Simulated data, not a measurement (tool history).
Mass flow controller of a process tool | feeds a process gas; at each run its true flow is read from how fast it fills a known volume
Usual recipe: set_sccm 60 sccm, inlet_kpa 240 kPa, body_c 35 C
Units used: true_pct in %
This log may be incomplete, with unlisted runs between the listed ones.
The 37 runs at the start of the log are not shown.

Run 38, day 288.912: usual settings but set_sccm 72 sccm, inlet_kpa 141 kPa, body_c 25 C. Result: true_pct 99.67 %.
Run 39, day 293.758: usual settings but set_sccm 22 sccm. Result: true_pct 99.19 %.
Run 40, day 304.125: usual settings but inlet_kpa 153 kPa. Result: true_pct 100.24 %.
Run 41, day 313.325: usual settings but inlet_kpa 162 kPa, body_c 36 C. Result: true_pct 100.3 %.
Run 42, day 318.162: usual settings but set_sccm 10 sccm, inlet_kpa 193 kPa. Result: true_pct 99.5 %.
Run 43, day 325.633: usual settings but set_sccm 10 sccm, inlet_kpa 193 kPa. Result: true_pct 99.6 %.
Run 44, day 331.554: usual settings but set_sccm 41 sccm, inlet_kpa 257 kPa. Result: true_pct 99.38 %.
Run 45, day 337.717: usual settings but set_sccm 40 sccm, inlet_kpa 214 kPa, body_c 36 C. Result: true_pct 99.74 %.
Run 46, day 346.325: usual settings but set_sccm 40 sccm, inlet_kpa 214 kPa, body_c 36 C. Result: true_pct 99.68 %.
Run 47, day 351.288: usual settings but set_sccm 20 sccm, inlet_kpa 244 kPa, body_c 30 C. Result: true_pct 98.82 %.
Run 48, day 358.642: usual settings but set_sccm 20 sccm, inlet_kpa 244 kPa, body_c 30 C. Result: true_pct 98.84 %.
Run 49, day 364.517: usual settings but set_sccm 11 sccm, inlet_kpa 214 kPa, body_c 29 C. Result: true_pct 99.09 %.

3 ways to go on from here, each from the tool as it stands after run 49. What would each give?
Run A, day 370.842: usual settings but inlet_kpa 167 kPa. Result: true_pct ?.
Run B, day 370.842: usual settings but set_sccm 11 sccm, inlet_kpa 214 kPa, body_c 27 C. Result: true_pct ?.
Run C, day 370.842: usual settings but set_sccm 23 sccm, inlet_kpa 247 kPa, body_c 21 C. Result: true_pct ?.

run  true_pct
  A     100.1
  B     98.94
  C     98.09
Without the tool's unlogged condition, the same runs would have read:
run  true_pct
  A    100.27
  B     98.57
  C     98.07
